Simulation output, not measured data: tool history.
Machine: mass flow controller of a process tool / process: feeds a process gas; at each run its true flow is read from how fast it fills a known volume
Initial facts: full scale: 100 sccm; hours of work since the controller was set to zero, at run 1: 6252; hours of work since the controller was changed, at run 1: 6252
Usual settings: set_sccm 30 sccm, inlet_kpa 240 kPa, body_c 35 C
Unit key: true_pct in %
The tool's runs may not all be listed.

| run | day | set_sccm | inlet_kpa | body_c | hours of work since the controller was set to zero | hours of work since the controller was changed | true_pct |
|---|---|---|---|---|---|---|---|
| 1 | 0.000 | 30 | 240 | 35 | 6252 | 6252 | 100.26 |
| 2 | 7.442 | 30 | 240 | 35 | 6388 | 6388 | 100.39 |
| 3 | 16.238 | 30 | 141 | 35 | 6548 | 6548 | 100.13 |
| 4 | 23.662 | 30 | 141 | 35 | 6684 | 6684 | 100.14 |
| 5 | 32.671 | 30 | 240 | 35 | 6848 | 6848 | 100.53 |
| 6 | 39.904 | 80 | 240 | 35 | 6980 | 6980 | 100.42 |
| 7 | 47.133 | 80 | 240 | 35 | 7112 | 7112 | 100.41 |
| 8 | 52.371 | 30 | 240 | 27 | 7207 | 7207 | 101.48 |
| 9 | 56.958 | 30 | 240 | 27 | 7291 | 7291 | 101.53 |
| 10 | 63.408 | 30 | 240 | 27 | 7409 | 7409 | 101.67 |
|  | 64.242 | controller's zero set anew |
| 11 | 68.817 | 30 | 240 | 27 | 84 | 7507 | 103.04 |
| 12 | 74.121 | 30 | 240 | 35 | 180 | 7604 | 102.33 |
| 13 | 78.396 | 30 | 240 | 35 | 258 | 7682 | 102.27 |
| 14 | 83.167 | 22 | 142 | 22 | 345 | 7769 | 104.49 |
| 15 | 88.646 | 71 | 226 | 23 | 445 | 7869 | 102.39 |
| 16 | 92.704 | 71 | 238 | 20 | 519 | 7943 | 102.78 |
| 17 | 98.350 | 29 | 174 | 21 | 622 | 8046 | 103.91 |
| 18 | 103.167 | 31 | 200 | 27 | 710 | 8134 | 103.11 |
| 19 | 107.204 | 31 | 200 | 27 | 784 | 8207 | 103.08 |

What does the tool deliver on the next run?
| 20 | 112.858 | 30 | 150 | 34 | 887 | 8310 | ? |

true_pct: 102.49 %
With no hidden state in the tool, this same run would have given true_pct 97.35 %.
